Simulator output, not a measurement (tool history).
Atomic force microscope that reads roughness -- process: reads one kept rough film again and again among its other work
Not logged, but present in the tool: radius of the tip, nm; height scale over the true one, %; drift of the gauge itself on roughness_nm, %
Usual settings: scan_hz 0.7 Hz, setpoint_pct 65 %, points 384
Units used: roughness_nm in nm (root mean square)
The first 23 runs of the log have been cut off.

run   hour  scan_hz  setpoint_pct  points  pictures with this tip  hours of work since the height scale was calibrated  roughness_nm
 24  215.4    1.387            67     579                     165                                                  426          0.45
 25    229    1.387            67     579                     189                                                  436          0.45
 26  238.4    1.064            67     975                     206                                                  443         0.454
 27  250.6    1.064            72     421                     228                                                  452         0.447
 28  257.4      0.7            64     294                     241                                                  457         0.457
 29  266.9      0.7            59     567                     258                                                  464         0.466
 30  276.6      0.7            65     504                     275                                                  471          0.46
 31  282.6    1.204            75     504                     286                                                  475         0.428

Run 32 has not been measured yet. What should we expect?
 32  293.2    1.204            75     504                     305                                                  483             ?

{"run 32": {"roughness_nm": 0.424}}
Were there no unlogged condition in the tool, this run, its random variation unchanged, would have produced roughness_nm 0.448 nm (root mean square).
